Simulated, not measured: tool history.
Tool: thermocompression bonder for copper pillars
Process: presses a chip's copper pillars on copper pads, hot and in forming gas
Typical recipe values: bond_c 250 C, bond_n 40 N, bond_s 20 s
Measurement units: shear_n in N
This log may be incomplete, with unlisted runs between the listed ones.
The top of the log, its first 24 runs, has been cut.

run     day  bond_c  bond_n  bond_s  hours of work since the heater was calibrated  hours of work since the force cell was calibrated  hours of work since the gas filter was changed  shear_n
     43.962  -- heater calibrated with a thermocouple chip
 25    44.1     263      27      19                                              2                                                240                                             199     61.4
 26  46.212     263      27      19                                             38                                                276                                             235     61.4
     48.321  -- forming gas filter changed
 27  48.421     259      27      37                                             75                                                313                                               2     73.4
 28  49.471     231      40      43                                             92                                                330                                              19     74.1
 29  51.817     231      40      43                                            132                                                370                                              59     72.8
 30  53.821     244      51      25                                            166                                                403                                              93     84.8
 31  55.704     244      51      17                                            197                                                435                                             124       75
 32  57.404     244      40      33                                            226                                                464                                             153     78.2
 33  59.621     244      40      33                                            263                                                501                                             190     78.5
 34  62.121     244      40      33                                            305                                                543                                             232     76.3
     64.333  -- forming gas filter changed
 35  64.388     244      33      29                                            343                                                581                                               1     66.5
 36  66.233     239      40      20                                            374                                                612                                              32     62.2
 37  68.771     239      40      20                                            417                                                655                                              75       63
 38  70.025     239      40      15                                            438                                                676                                              96     56.6

Branching from run 38: 5 alternative next runs. What would each branch give?
  A  72.221     239      48      15                                            475                                                713                                             133        ?
  B  72.221     267      53      14                                            475                                                713                                             133        ?
  C  72.221     250      60      11                                            475                                                713                                             133        ?
  D  72.221     258      55      24                                            475                                                713                                             133        ?
  E  72.221     250      50      11                                            475                                                713                                             133        ?

run  shear_n
  A     64.2
  B     91.3
  C     80.3
  D     97.9
  E     69.9
The same runs, with their run-to-run variation unchanged, on a tool lacking any hidden condition would have given:
run  shear_n
  A     64.4
  B     91.5
  C     80.5
  D     98.1
  E     70.1

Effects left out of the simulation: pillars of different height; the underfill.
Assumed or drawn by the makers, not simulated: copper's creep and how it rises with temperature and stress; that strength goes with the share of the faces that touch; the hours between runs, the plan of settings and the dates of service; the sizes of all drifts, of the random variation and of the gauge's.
